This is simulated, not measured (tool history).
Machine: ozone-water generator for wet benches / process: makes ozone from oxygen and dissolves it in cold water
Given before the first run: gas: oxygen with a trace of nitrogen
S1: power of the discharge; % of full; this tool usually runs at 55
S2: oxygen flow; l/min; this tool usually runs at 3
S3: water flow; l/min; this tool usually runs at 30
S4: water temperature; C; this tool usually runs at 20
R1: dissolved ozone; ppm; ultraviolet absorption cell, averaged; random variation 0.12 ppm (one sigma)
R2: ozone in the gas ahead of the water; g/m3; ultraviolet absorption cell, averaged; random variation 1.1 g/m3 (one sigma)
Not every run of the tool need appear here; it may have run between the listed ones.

Run 1, day 0: usual settings. Result: R1 9.8 ppm, R2 179.4 g/m3.
Run 2, day 1.354: usual settings. Result: R1 9.7 ppm, R2 179.1 g/m3.
Run 3, day 3.138: usual settings. Result: R1 9.6 ppm, R2 179.6 g/m3.
Run 4, day 5.508: usual settings. Result: R1 9.8 ppm, R2 179.2 g/m3.
Run 5, day 6.675: usual settings. Result: R1 9.4 ppm, R2 178.7 g/m3.
At day 7.008: contactor cleaned.
Run 6, day 8.688: usual settings but S1 48 % of full. Result: R1 8.6 ppm, R2 161.5 g/m3.
Run 7, day 10.371: usual settings but S1 48 % of full. Result: R1 8.6 ppm, R2 161.4 g/m3.

What will run 8 give?
Run 8, day 12.167: usual settings but S1 44 % of full, S2 1.93 l/min, S3 28 l/min, S4 22 C. Result: R1 ?, R2 ?.

R1: 7.7 ppm
R2: 194.9 g/m3
Without the tool's hidden state the same run would have given R1 8.3 ppm, R2 202.1 g/m3.
